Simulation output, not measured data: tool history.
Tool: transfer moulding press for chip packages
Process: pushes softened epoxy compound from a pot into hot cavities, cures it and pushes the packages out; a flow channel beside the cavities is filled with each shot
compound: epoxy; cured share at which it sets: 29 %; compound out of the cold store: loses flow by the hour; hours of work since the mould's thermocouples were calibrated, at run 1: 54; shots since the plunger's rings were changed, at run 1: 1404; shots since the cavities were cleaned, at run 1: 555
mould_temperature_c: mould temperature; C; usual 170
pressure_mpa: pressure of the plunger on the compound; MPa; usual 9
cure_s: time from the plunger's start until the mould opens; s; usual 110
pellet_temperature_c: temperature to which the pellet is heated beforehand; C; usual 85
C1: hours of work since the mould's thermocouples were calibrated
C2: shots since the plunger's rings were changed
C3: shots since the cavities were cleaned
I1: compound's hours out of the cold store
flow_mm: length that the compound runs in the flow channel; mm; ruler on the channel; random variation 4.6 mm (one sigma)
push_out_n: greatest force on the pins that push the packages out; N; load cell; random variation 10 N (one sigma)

{"run": 1, "hour": 0.0, "mould_temperature_c": 170, "pressure_mpa": 9, "cure_s": 110, "pellet_temperature_c": 85, "C1": 54, "C2": 1404, "C3": 555, "I1": 22.1, "flow_mm": 666, "push_out_n": 643}
{"run": 2, "hour": 9.7, "mould_temperature_c": 170, "pressure_mpa": 9, "cure_s": 110, "pellet_temperature_c": 85, "C1": 59, "C2": 1474, "C3": 625, "I1": 36.2, "flow_mm": 616, "push_out_n": 670}
{"run": 3, "hour": 15.4, "mould_temperature_c": 170, "pressure_mpa": 9, "cure_s": 110, "pellet_temperature_c": 81, "C1": 61, "C2": 1515, "C3": 666, "I1": 16.7, "flow_mm": 697, "push_out_n": 682}
{"run": 4, "hour": 23.5, "mould_temperature_c": 170, "pressure_mpa": 9, "cure_s": 110, "pellet_temperature_c": 85, "C1": 65, "C2": 1574, "C3": 725, "I1": 26.7, "flow_mm": 650, "push_out_n": 690}
{"run": 5, "hour": 29.8, "mould_temperature_c": 170, "pressure_mpa": 9, "cure_s": 110, "pellet_temperature_c": 85, "C1": 68, "C2": 1619, "C3": 770, "I1": 46.7, "flow_mm": 568, "push_out_n": 667}
{"run": 6, "hour": 35.6, "mould_temperature_c": 170, "pressure_mpa": 9, "cure_s": 110, "pellet_temperature_c": 85, "C1": 71, "C2": 1661, "C3": 812, "I1": 11.7, "flow_mm": 715, "push_out_n": 674}
{"hour": 41.1, "done": "cavities cleaned with cleaning compound and waxed"}
{"run": 7, "hour": 42.5, "mould_temperature_c": 170, "pressure_mpa": 9, "cure_s": 110, "pellet_temperature_c": 85, "C1": 73, "C2": 1699, "C3": 9, "I1": 16.9, "flow_mm": 691, "push_out_n": 471}
{"run": 8, "hour": 52.4, "mould_temperature_c": 170, "pressure_mpa": 9, "cure_s": 110, "pellet_temperature_c": 85, "C1": 78, "C2": 1771, "C3": 81, "I1": 30.6, "flow_mm": 631, "push_out_n": 473}
{"run": 9, "hour": 61.5, "mould_temperature_c": 170, "pressure_mpa": 9, "cure_s": 110, "pellet_temperature_c": 85, "C1": 82, "C2": 1836, "C3": 146, "I1": 10.2, "flow_mm": 723, "push_out_n": 523}
{"run": 10, "hour": 69.4, "mould_temperature_c": 170, "pressure_mpa": 9, "cure_s": 110, "pellet_temperature_c": 86, "C1": 86, "C2": 1893, "C3": 203, "I1": 35.4, "flow_mm": 605, "push_out_n": 532}
{"run": 11, "hour": 78.3, "mould_temperature_c": 170, "pressure_mpa": 9, "cure_s": 110, "pellet_temperature_c": 86, "C1": 90, "C2": 1957, "C3": 267, "I1": 12.1, "flow_mm": 708, "push_out_n": 556}
{"run": 12, "hour": 87.5, "mould_temperature_c": 170, "pressure_mpa": 9, "cure_s": 110, "pellet_temperature_c": 86, "C1": 94, "C2": 2024, "C3": 334, "I1": 24.1, "flow_mm": 644, "push_out_n": 578}
{"run": 13, "hour": 96.8, "mould_temperature_c": 170, "pressure_mpa": 9, "cure_s": 110, "pellet_temperature_c": 86, "C1": 98, "C2": 2091, "C3": 401, "I1": 38.3, "flow_mm": 599, "push_out_n": 591}
{"run": 14, "hour": 105.0, "mould_temperature_c": 170, "pressure_mpa": 9, "cure_s": 110, "pellet_temperature_c": 86, "C1": 102, "C2": 2150, "C3": 460, "I1": 36.7, "flow_mm": 601, "push_out_n": 609}
{"run": 15, "hour": 110.0, "mould_temperature_c": 170, "pressure_mpa": 9, "cure_s": 110, "pellet_temperature_c": 86, "C1": 105, "C2": 2186, "C3": 496, "I1": 23.9, "flow_mm": 647, "push_out_n": 614}
{"run": 16, "hour": 115.0, "mould_temperature_c": 170, "pressure_mpa": 7.26, "cure_s": 110, "pellet_temperature_c": 92, "C1": 107, "C2": 2221, "C3": 531, "I1": 46.4, "flow_mm": 505, "push_out_n": 596}
{"run": 17, "hour": 121.5, "mould_temperature_c": 174, "pressure_mpa": 10.94, "cure_s": 110, "pellet_temperature_c": 92, "C1": 110, "C2": 2268, "C3": 578, "I1": 24.1, "flow_mm": 694, "push_out_n": 599}
{"run": 18, "hour": 131.1, "mould_temperature_c": 174, "pressure_mpa": 10.94, "cure_s": 110, "pellet_temperature_c": 92, "C1": 114, "C2": 2338, "C3": 648, "I1": 25.4, "flow_mm": 693, "push_out_n": 620}
{"run": 19, "hour": 136.0, "mould_temperature_c": 174, "pressure_mpa": 10.94, "cure_s": 110, "pellet_temperature_c": 92, "C1": 117, "C2": 2373, "C3": 683, "I1": 19.2, "flow_mm": 713, "push_out_n": 627}
{"run": 20, "hour": 145.8, "mould_temperature_c": 174, "pressure_mpa": 10.94, "cure_s": 138, "pellet_temperature_c": 80, "C1": 121, "C2": 2443, "C3": 753, "I1": 17.2, "flow_mm": 734, "push_out_n": 595}
{"run": 21, "hour": 154.7, "mould_temperature_c": 174, "pressure_mpa": 10.94, "cure_s": 138, "pellet_temperature_c": 80, "C1": 125, "C2": 2508, "C3": 818, "I1": 37.4, "flow_mm": 641, "push_out_n": 642}
{"hour": 159.6, "done": "cavities cleaned with cleaning compound and waxed"}
{"run": 22, "hour": 165.1, "mould_temperature_c": 175, "pressure_mpa": 9, "cure_s": 110, "pellet_temperature_c": 78, "C1": 129, "C2": 2571, "C3": 39, "I1": 32.1, "flow_mm": 594, "push_out_n": 447}
{"run": 23, "hour": 171.3, "mould_temperature_c": 165, "pressure_mpa": 8.62, "cure_s": 110, "pellet_temperature_c": 85, "C1": 132, "C2": 2616, "C3": 84, "I1": 21.5, "flow_mm": 658, "push_out_n": 600}
{"run": 24, "hour": 178.2, "mould_temperature_c": 163, "pressure_mpa": 8.62, "cure_s": 110, "pellet_temperature_c": 85, "C1": 135, "C2": 2666, "C3": 134, "I1": 34.1, "flow_mm": 607, "push_out_n": 696}
{"run": 25, "hour": 187.4, "mould_temperature_c": 170, "pressure_mpa": 9, "cure_s": 110, "pellet_temperature_c": 76, "C1": 140, "C2": 2732, "C3": 200, "I1": 28.5, "flow_mm": 623, "push_out_n": 534}
{"run": 26, "hour": 195.9, "mould_temperature_c": 170, "pressure_mpa": 9, "cure_s": 112, "pellet_temperature_c": 76, "C1": 144, "C2": 2793, "C3": 261, "I1": 26.8, "flow_mm": 632, "push_out_n": 565}
{"run": 27, "hour": 202.9, "mould_temperature_c": 164, "pressure_mpa": 10.85, "cure_s": 137, "pellet_temperature_c": 93, "C1": 147, "C2": 2844, "C3": 312, "I1": 36.1, "flow_mm": 673, "push_out_n": 614}
{"run": 28, "hour": 208.5, "mould_temperature_c": 175, "pressure_mpa": 9.19, "cure_s": 93, "pellet_temperature_c": 79, "C1": 149, "C2": 2884, "C3": 352, "I1": 27.7, "flow_mm": 617, "push_out_n": 585}

Hidden state or all else? Some run-to-run changes of flow_mm, split into what the settings, what came in and random variation would give without the hidden state, and what is left for the hidden state (with any gauge scatter that isn't in both results):
The hidden state here: true mould temperature over the reading, C; pressure that reaches the compound, % of what is set; grip of the stained cavities, % over clean ones'; drift of the gauge itself on flow_mm, %; drift of the gauge itself on push_out_n, %.
Run 5 -> 6: no setting changed, nothing entered. flow_mm +147 mm: hidden state -5, all else +152.
Run 15 -> 16: pressure_mpa 9 -> 7.26, pellet_temperature_c 86 -> 92. flow_mm -142 mm: hidden state +6, all else -148.
Run 16 -> 17: mould_temperature_c 170 -> 174, pressure_mpa 7.26 -> 10.94. flow_mm +189 mm: hidden state -9, all else +198.
